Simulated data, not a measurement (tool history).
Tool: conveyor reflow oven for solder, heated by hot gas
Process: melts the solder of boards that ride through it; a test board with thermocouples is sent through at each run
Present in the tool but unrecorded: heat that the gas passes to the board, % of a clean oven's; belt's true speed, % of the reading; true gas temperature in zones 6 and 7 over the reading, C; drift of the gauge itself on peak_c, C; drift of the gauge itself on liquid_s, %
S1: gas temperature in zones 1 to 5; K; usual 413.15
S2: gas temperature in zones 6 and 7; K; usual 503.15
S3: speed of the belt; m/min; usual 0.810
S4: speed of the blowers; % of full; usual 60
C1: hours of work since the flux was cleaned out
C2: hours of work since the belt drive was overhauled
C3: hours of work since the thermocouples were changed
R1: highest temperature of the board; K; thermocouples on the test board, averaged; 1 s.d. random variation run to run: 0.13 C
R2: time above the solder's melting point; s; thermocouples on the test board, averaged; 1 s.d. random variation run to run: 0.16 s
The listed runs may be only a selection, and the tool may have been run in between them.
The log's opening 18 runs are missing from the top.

At day 30.983: thermocouples of zones 6 and 7 changed.
Run 19, day 31.667: usual settings but S1 414.15 K, S2 512.15 K, S3 0.687 m/min, S4 64 % of full; C1 148; C2 514; C3 10. Result: R1 497.45 K, R2 58.7 s.
Run 20, day 33.533: usual settings but S1 414.15 K, S2 512.15 K, S3 0.687 m/min, S4 64 % of full; C1 177; C2 542; C3 39. Result: R1 497.15 K, R2 58.8 s.
At day 35.154: flux residue cleaned out of gas plates and filters.
Run 21, day 36.104: usual settings but S1 414.15 K, S2 498.15 K, S3 0.762 m/min, S4 63 % of full; C1 14; C2 578; C3 75. Result: R1 482.65 K, R2 43.1 s.
Run 22, day 37.817: usual settings but S2 495.15 K, S3 0.819 m/min, S4 61 % of full; C1 41; C2 605; C3 101. Result: R1 477.15 K, R2 34.5 s.
Run 23, day 38.892: usual settings but S1 407.15 K, S2 495.15 K, S3 0.819 m/min, S4 61 % of full; C1 57; C2 621; C3 118. Result: R1 475.85 K, R2 31.6 s.
Run 24, day 40.433: usual settings but S4 75 % of full; C1 81; C2 645; C3 141. Result: R1 488.25 K, R2 44.2 s.
Run 25, day 41.817: usual settings but S1 417.15 K, S3 0.951 m/min, S4 87 % of full; C1 102; C2 666; C3 163. Result: R1 486.95 K, R2 37.8 s.
Run 26, day 42.983: usual settings but S2 512.15 K, S3 0.871 m/min, S4 89 % of full; C1 120; C2 684; C3 180. Result: R1 496.85 K, R2 45.9 s.
Run 27, day 44.500: usual settings but S2 512.15 K, S3 0.871 m/min, S4 89 % of full; C1 143; C2 707; C3 204. Result: R1 497.05 K, R2 45.5 s.
Run 28, day 45.808: usual settings but S2 512.15 K, S3 0.871 m/min, S4 89 % of full; C1 163; C2 727; C3 224. Result: R1 496.95 K, R2 45.6 s.
Run 29, day 46.979: usual settings but S2 512.15 K, S3 0.871 m/min, S4 89 % of full; C1 181; C2 745; C3 242. Result: R1 496.75 K, R2 45.6 s.
At day 48.283: flux residue cleaned out of gas plates and filters.
Run 30, day 49.575: usual settings but S1 406.15 K, S2 504.15 K, S3 0.738 m/min, S4 81 % of full; C1 20; C2 781; C3 278. Result: R1 492.95 K, R2 51.0 s.

Alternative continuations, all from the tool just after run 30; predict every row:
Run A, day 51.825: usual settings but S1 409.15 K, S2 512.15 K, S3 0.738 m/min, S4 62 % of full; C1 54; C2 816; C3 313. Result: R1 ?, R2 ?.
Run B, day 51.825: usual settings but S1 406.15 K, S2 500.15 K, S3 0.738 m/min, S4 83 % of full; C1 54; C2 816; C3 313. Result: R1 ?, R2 ?.
Run C, day 51.825: usual settings but S1 406.15 K, S2 501.15 K, S3 0.738 m/min, S4 81 % of full; C1 54; C2 816; C3 313. Result: R1 ?, R2 ?.
Run D, day 51.825: usual settings but S4 71 % of full; C1 54; C2 816; C3 313. Result: R1 ?, R2 ?.
Run E, day 51.825: usual settings but S1 401.15 K, S2 494.15 K, S4 80 % of full; C1 54; C2 816; C3 313. Result: R1 ?, R2 ?.

run      R1    R2
  A  494.95  51.9
  B  489.85  48.7
  C  489.95  49.1
  D  488.05  44.4
  E  480.55  36.6
Without the tool's unlogged condition, the same runs would have read:
run      R1    R2
  A  493.85  50.2
  B  488.85  47.1
  C  488.95  47.5
  D  487.05  42.8
  E  479.55  35.1
